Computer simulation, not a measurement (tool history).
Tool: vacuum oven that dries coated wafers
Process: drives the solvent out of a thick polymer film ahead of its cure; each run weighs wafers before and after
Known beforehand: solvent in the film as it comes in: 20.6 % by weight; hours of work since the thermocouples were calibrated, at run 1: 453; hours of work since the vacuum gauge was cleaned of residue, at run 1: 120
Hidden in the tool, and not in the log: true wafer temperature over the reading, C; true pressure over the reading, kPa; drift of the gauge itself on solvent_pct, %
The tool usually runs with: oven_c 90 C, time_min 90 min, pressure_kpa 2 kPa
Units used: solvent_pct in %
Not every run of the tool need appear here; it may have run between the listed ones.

run     day  oven_c  time_min  pressure_kpa  hours of work since the thermocouples were calibrated  hours of work since the vacuum gauge was cleaned of residue  solvent_pct
  1       0      90        90             2                                                    453                                                          120         7.11
  2   1.688      90        90             2                                                    476                                                          144         7.06
  3   3.225      90        90             2                                                    498                                                          165          7.2
  4   4.292      90        58             2                                                    513                                                          180         9.33
  5   6.058      90        58             2                                                    538                                                          205         9.33
  6   7.717      90        58             2                                                    561                                                          228         9.38
  7   8.829      90        58             2                                                    576                                                          244         9.55
  8  10.521      90        58             2                                                    600                                                          267         9.33
  9  12.292      90        58             2                                                    625                                                          292         9.55
 10  13.288      90        58             2                                                    639                                                          306         9.33
 11  14.133      90        90          5.12                                                    651                                                          318        10.46
 12  15.633      90        90          5.12                                                    672                                                          339        10.47
 13    16.9      90        90          5.12                                                    689                                                          357        10.55
 14    18.6      90        90             2                                                    713                                                          381         7.33
 15  19.538      90        90             2                                                    726                                                          394         7.22
 16  20.925      90        90             2                                                    746                                                          413         7.32
 17  22.471      90       102             2                                                    767                                                          435         6.56
 18  23.575      90       102             2                                                    783                                                          450         6.77
 19  24.517      90        90           3.2                                                    796                                                          463         8.72
 20   25.85      90        90           3.2                                                    815                                                          482         8.26
 21  27.142      90        90           3.2                                                    833                                                          500         8.61
 22  28.842      86        90             2                                                    856                                                          524         9.31
 23  30.212      86        90             2                                                    876                                                          543         9.06
     30.408  -- oven's thermocouples calibrated
 24  31.608      90        93             2                                                     17                                                          561         7.07
 25  32.558      94        90             2                                                     30                                                          575         5.73
 26  34.188      87        90          1.17                                                     53                                                          597         8.01
 27  35.067      87        90          1.03                                                     65                                                          610         7.65
     36.442  -- oven's thermocouples calibrated, once more
 28  36.829     105        48          2.47                                                      5                                                          633         4.64
 29  38.454     105        48          2.47                                                     28                                                          656         4.66
 30  39.179      85        90          7.58                                                     38                                                          666         15.6
 31  40.671      90        69          5.85                                                     59                                                          687        12.16
 32  41.421     103       116          1.34                                                     70                                                          698         1.73
 33  42.662      98        45          2.06                                                     87                                                          715         7.68
 34  44.071      98        45          2.06                                                    107                                                          735         7.65
 35  44.829      98       126          4.54                                                    117                                                          745         5.53
 36  45.733      92       126          5.26                                                    130                                                          758         8.65
 37  46.625      92       126          5.26                                                    142                                                          770         8.66
 38  48.392      96       101          1.69                                                    167                                                          795         4.12
 39  50.146      78       101          1.83                                                    192                                                          820        12.24
 40      51      78       101          1.83                                                    204                                                          832        11.97
 41    51.9      78       101          1.83                                                    216                                                          844        12.11
 42  52.788      78       145          5.44                                                    229                                                          857        15.83
 43  53.521      81        90          4.31                                                    239                                                          867        13.74
 44  55.004      81        51          2.05                                                    260                                                          888        13.69
 45  55.742      81        51          2.05                                                    270                                                          898        13.85
 46   56.75      81        51          2.05                                                    284                                                          912        13.87
 47  58.079      81        52          2.05                                                    303                                                          931         13.5

Alternative continuations, all from the tool just after run 47; predict every row:
  A  59.138      80        70             2                                                    318                                                          945            ?
  B  59.138      90       129          5.08                                                    318                                                          945            ?
  C  59.138      91        90          7.08                                                    318                                                          945            ?
  D  59.138      81        67          2.05                                                    318                                                          945            ?

run  solvent_pct
  A         12.7
  B         9.47
  C         12.4
  D        12.88
What these runs would have given with no unlogged condition in the tool:
run  solvent_pct
  A        12.09
  B         8.71
  C        11.66
  D        12.26
